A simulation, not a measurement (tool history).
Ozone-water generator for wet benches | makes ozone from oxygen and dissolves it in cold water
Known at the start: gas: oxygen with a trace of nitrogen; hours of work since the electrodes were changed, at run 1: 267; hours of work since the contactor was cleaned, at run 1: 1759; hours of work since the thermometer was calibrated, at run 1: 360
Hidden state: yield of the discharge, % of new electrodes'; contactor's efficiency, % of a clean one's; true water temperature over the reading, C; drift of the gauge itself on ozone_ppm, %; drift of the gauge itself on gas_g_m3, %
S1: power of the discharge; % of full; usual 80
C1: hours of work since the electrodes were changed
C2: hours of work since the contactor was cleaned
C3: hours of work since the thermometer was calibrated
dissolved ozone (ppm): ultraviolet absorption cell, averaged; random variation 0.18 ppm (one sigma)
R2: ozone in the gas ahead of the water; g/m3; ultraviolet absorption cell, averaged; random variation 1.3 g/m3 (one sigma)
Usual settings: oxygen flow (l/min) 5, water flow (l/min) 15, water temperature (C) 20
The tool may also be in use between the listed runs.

{"run": 1, "hour": 0.0, "S1": 80, "oxygen flow (l/min)": 5, "water flow (l/min)": 15, "water temperature (C)": 20, "C1": 267, "C2": 1759, "C3": 360, "dissolved ozone (ppm)": 23.7, "R2": 244.9}
{"run": 2, "hour": 29.9, "S1": 80, "oxygen flow (l/min)": 5.05, "water flow (l/min)": 15, "water temperature (C)": 20, "C1": 287, "C2": 1778, "C3": 379, "dissolved ozone (ppm)": 24.1, "R2": 240.5}
{"run": 3, "hour": 65.0, "S1": 80, "oxygen flow (l/min)": 5, "water flow (l/min)": 15, "water temperature (C)": 20, "C1": 310, "C2": 1801, "C3": 402, "dissolved ozone (ppm)": 23.6, "R2": 242.7}
{"run": 4, "hour": 84.6, "S1": 80, "oxygen flow (l/min)": 5, "water flow (l/min)": 15, "water temperature (C)": 20, "C1": 323, "C2": 1814, "C3": 415, "dissolved ozone (ppm)": 23.6, "R2": 244.1}
{"run": 5, "hour": 114.2, "S1": 80, "oxygen flow (l/min)": 5, "water flow (l/min)": 15, "water temperature (C)": 20, "C1": 342, "C2": 1833, "C3": 434, "dissolved ozone (ppm)": 23.6, "R2": 240.8}
{"run": 6, "hour": 130.4, "S1": 80, "oxygen flow (l/min)": 5, "water flow (l/min)": 13, "water temperature (C)": 20, "C1": 353, "C2": 1844, "C3": 445, "dissolved ozone (ppm)": 26.3, "R2": 243.1}
{"run": 7, "hour": 156.6, "S1": 81, "oxygen flow (l/min)": 5, "water flow (l/min)": 15, "water temperature (C)": 20, "C1": 370, "C2": 1861, "C3": 462, "dissolved ozone (ppm)": 23.5, "R2": 247.8}
{"run": 8, "hour": 182.4, "S1": 80, "oxygen flow (l/min)": 5, "water flow (l/min)": 15, "water temperature (C)": 20, "C1": 387, "C2": 1878, "C3": 479, "dissolved ozone (ppm)": 23.2, "R2": 243.8}
{"run": 9, "hour": 207.4, "S1": 80, "oxygen flow (l/min)": 5, "water flow (l/min)": 15, "water temperature (C)": 20, "C1": 403, "C2": 1894, "C3": 495, "dissolved ozone (ppm)": 23.9, "R2": 241.4}
{"run": 10, "hour": 222.5, "S1": 80, "oxygen flow (l/min)": 5, "water flow (l/min)": 15, "water temperature (C)": 20, "C1": 413, "C2": 1904, "C3": 505, "dissolved ozone (ppm)": 23.2, "R2": 242.5}
{"run": 11, "hour": 241.9, "S1": 80, "oxygen flow (l/min)": 6.95, "water flow (l/min)": 15, "water temperature (C)": 20, "C1": 426, "C2": 1917, "C3": 518, "dissolved ozone (ppm)": 22.9, "R2": 204}
{"run": 12, "hour": 269.2, "S1": 80, "oxygen flow (l/min)": 5, "water flow (l/min)": 15, "water temperature (C)": 20, "C1": 444, "C2": 1935, "C3": 536, "dissolved ozone (ppm)": 23.3, "R2": 241.8}
{"run": 13, "hour": 286.3, "S1": 80, "oxygen flow (l/min)": 5, "water flow (l/min)": 15, "water temperature (C)": 20, "C1": 455, "C2": 1946, "C3": 547, "dissolved ozone (ppm)": 23.9, "R2": 243.3}
{"run": 14, "hour": 311.7, "S1": 80, "oxygen flow (l/min)": 5, "water flow (l/min)": 15, "water temperature (C)": 20, "C1": 471, "C2": 1963, "C3": 564, "dissolved ozone (ppm)": 23.6, "R2": 244}
{"run": 15, "hour": 328.1, "S1": 80, "oxygen flow (l/min)": 5, "water flow (l/min)": 15, "water temperature (C)": 20, "C1": 482, "C2": 1974, "C3": 575, "dissolved ozone (ppm)": 23.4, "R2": 243.2}
{"run": 16, "hour": 352.5, "S1": 80, "oxygen flow (l/min)": 5, "water flow (l/min)": 15, "water temperature (C)": 20, "C1": 498, "C2": 1990, "C3": 590, "dissolved ozone (ppm)": 23.3, "R2": 241.1}

The next listed run, before its measurement:
{"run": 17, "hour": 374.7, "S1": 80, "oxygen flow (l/min)": 5, "water flow (l/min)": 9, "water temperature (C)": 20, "C1": 513, "C2": 2004, "C3": 605, "dissolved ozone (ppm)": "?", "R2": "?"}

Run 17 gave dissolved ozone (ppm) 34, R2 242.2 g/m3.
Without the tool's hidden state the same run would have given dissolved ozone (ppm) 35.2, R2 246 g/m3.
